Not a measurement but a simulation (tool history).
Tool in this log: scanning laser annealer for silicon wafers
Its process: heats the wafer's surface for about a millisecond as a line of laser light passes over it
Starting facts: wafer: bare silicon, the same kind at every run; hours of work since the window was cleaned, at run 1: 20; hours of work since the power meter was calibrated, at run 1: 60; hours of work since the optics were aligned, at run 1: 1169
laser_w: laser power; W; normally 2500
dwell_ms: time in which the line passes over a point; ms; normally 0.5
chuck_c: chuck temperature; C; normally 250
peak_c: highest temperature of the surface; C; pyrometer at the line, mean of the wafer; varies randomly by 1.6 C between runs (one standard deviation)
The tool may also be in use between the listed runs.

run	hour	laser_w	dwell_ms	chuck_c	hours of work since the window was cleaned	hours of work since the power meter was calibrated	hours of work since the optics were aligned	peak_c
1	0	2500	0.5	250	20	60	1169	1039
2	26.8	2500	0.5	250	37	78	1186	1042
3	67.1	2500	0.5	250	63	104	1212	1041
4	89	2500	0.5	250	77	118	1226	1036
5	120.1	2500	0.5	250	97	138	1247	1039
6	165.8	2500	0.5	250	127	168	1276	1037
7	203.2	2500	0.5	250	151	192	1300	1034
8	229.7	2152	0.5	250	168	209	1317	901
9	270.8	2500	0.5	250	195	236	1344	1037
10	316.2	2695	0.5	250	224	265	1373	1123
11	359.9	2695	0.5	250	253	293	1402	1123
12	381.7	2500	0.425	250	267	307	1416	970
13	419.4	2500	0.425	250	291	332	1440	974
14	441.4	2500	0.425	250	305	346	1455	971
15	487.7	2500	0.425	250	335	376	1485	969
16	519.9	2500	0.5	250	356	397	1505	1038
# hour 564.4: optics aligned, line set to its width
17	570.4	2670	0.398	261	386	426	4	1017
18	616	2670	0.398	261	415	456	33	1020
19	659.4	2425	0.358	250	443	484	62	882
20	694.9	2425	0.358	250	466	507	84	880
21	725.2	2584	0.5	250	486	527	104	1075
22	769.9	2270	0.483	280	515	555	133	961
23	802.7	2500	0.391	273	536	577	154	961
24	838.5	2500	0.411	266	559	600	177	973
25	869.7	2500	0.411	266	579	620	198	975
26	892.2	2500	0.411	266	594	635	212	975
27	942.5	2384	0.363	276	627	667	245	898
28	969.5	2574	0.363	276	644	685	262	964
29	1002.2	2574	0.363	276	665	706	283	964
30	1025.3	2500	0.359	250	680	721	298	907
# hour 1030.5: window over the wafer cleaned
31	1078.6	2335	0.401	218	31	754	332	859
32	1107.6	2619	0.527	250	50	773	350	1112

Entry by entry between the runs, the difference in hidden state between the last listed run before and the first listed run after:
After run 16, before run 17: optics aligned, line set to its width (hour 564.4)
  width of the line over the set one, %: 0.13 -> 0.01
After run 30, before run 31: window over the wafer cleaned (hour 1030.5)
  light that passes the window, % of a clean one's: 99.94 -> 100

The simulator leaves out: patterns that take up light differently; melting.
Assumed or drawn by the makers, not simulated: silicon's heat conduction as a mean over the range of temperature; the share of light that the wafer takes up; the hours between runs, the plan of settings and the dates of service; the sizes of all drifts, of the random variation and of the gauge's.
